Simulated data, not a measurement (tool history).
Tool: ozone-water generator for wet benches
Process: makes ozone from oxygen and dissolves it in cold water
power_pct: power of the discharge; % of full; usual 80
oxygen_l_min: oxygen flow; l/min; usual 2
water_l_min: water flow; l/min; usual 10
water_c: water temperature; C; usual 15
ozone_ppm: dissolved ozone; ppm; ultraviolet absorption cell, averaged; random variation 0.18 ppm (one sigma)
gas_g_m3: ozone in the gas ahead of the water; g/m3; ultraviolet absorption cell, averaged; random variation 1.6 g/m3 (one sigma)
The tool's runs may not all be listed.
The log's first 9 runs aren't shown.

run    hour  power_pct  oxygen_l_min  water_l_min  water_c  hours of work since the electrodes were changed  hours of work since the contactor was cleaned  hours of work since the thermometer was calibrated  ozone_ppm  gas_g_m3
 10   333.1         80             2           10       15                                             1516                                           2297                                                2474       23.7     288.7
 11     359         80             2           10       15                                             1534                                           2315                                                2491       23.5     289.1
 12   387.6         80             2           10        9                                             1553                                           2334                                                2511       25.5     289.8
 13   432.3         80             2           10       15                                             1583                                           2364                                                2540       23.5     288.6
 14   475.9         80             2           10       15                                             1612                                           2393                                                2570       23.7     288.6
 15   516.3         80             2           10       15                                             1639                                           2420                                                2597         24     291.7
 16   560.8         80             2           10       15                                             1669                                           2450                                                2626       23.2     288.2
      615.2  -- contactor cleaned
 17   615.2         80             2           10       15                                             1702                                              0                                                2660       24.4     287.4
 18   640.7         60          1.07           10       15                                             1720                                             17                                                2677       20.1     367.3
 19     676         96             2           10       22                                             1743                                             41                                                2701       24.5     317.9
 20   726.5         96             2           10       22                                             1777                                             74                                                2735       24.7     320.1
 21   758.2         96             2           10       22                                             1798                                             96                                                2756       24.4     319.3
 22   803.8         94           2.9           16       12                                             1829                                            126                                                2786         16     246.6
 23   837.9         59          1.69            8       10                                             1852                                            149                                                2809       26.6     267.5
      842.2  -- water thermometer calibrated
 24   867.3         53          1.69           15       10                                             1871                                            168                                                  17       12.4     253.1
 25   889.2         53          1.69           15       10                                             1886                                            183                                                  31       12.3     250.5
 26   934.3         61             2           12       22                                             1916                                            213                                                  62       15.7     244.6
 27   979.3         61             2           12       22                                             1946                                            243                                                  92       15.7     245.2
 28  1022.1         48             2           11       22                                             1975                                            272                                                 120       14.8       215
 29  1048.6         48             2           11       22                                             1992                                            290                                                 138       14.9     211.9
 30  1091.2         48             2           11       17                                             2021                                            318                                                 167       15.8     211.6
       1106  -- water thermometer calibrated, once more
 31    1131         80             2           14       19                                             2047                                            345                                                  17       15.6     284.8
 32  1177.1         92          1.65            8       21                                             2078                                            376                                                  48       30.5     350.3
 33  1211.5         80             2           14       15                                             2101                                            399                                                  71       16.5       284

Forecast each of these 4 alternatives for the next run:
  A  1236.7         46             2           11       15                                             2118                                            415                                                  88          ?         ?
  B  1236.7         80          3.39           14       15                                             2118                                            415                                                  88          ?         ?
  C  1236.7         71             2           14       15                                             2118                                            415                                                  88          ?         ?
  D  1236.7         53          1.36            7       15                                             2118                                            415                                                  88          ?         ?

run  ozone_ppm  gas_g_m3
  A         16     206.3
  B       16.6     201.9
  C       15.4       267
  D       27.8     289.1
Without the tool's hidden state the same runs would have given:
run  ozone_ppm  gas_g_m3
  A       16.8       214
  B       17.6     212.8
  C       16.4     280.3
  D       29.1       301
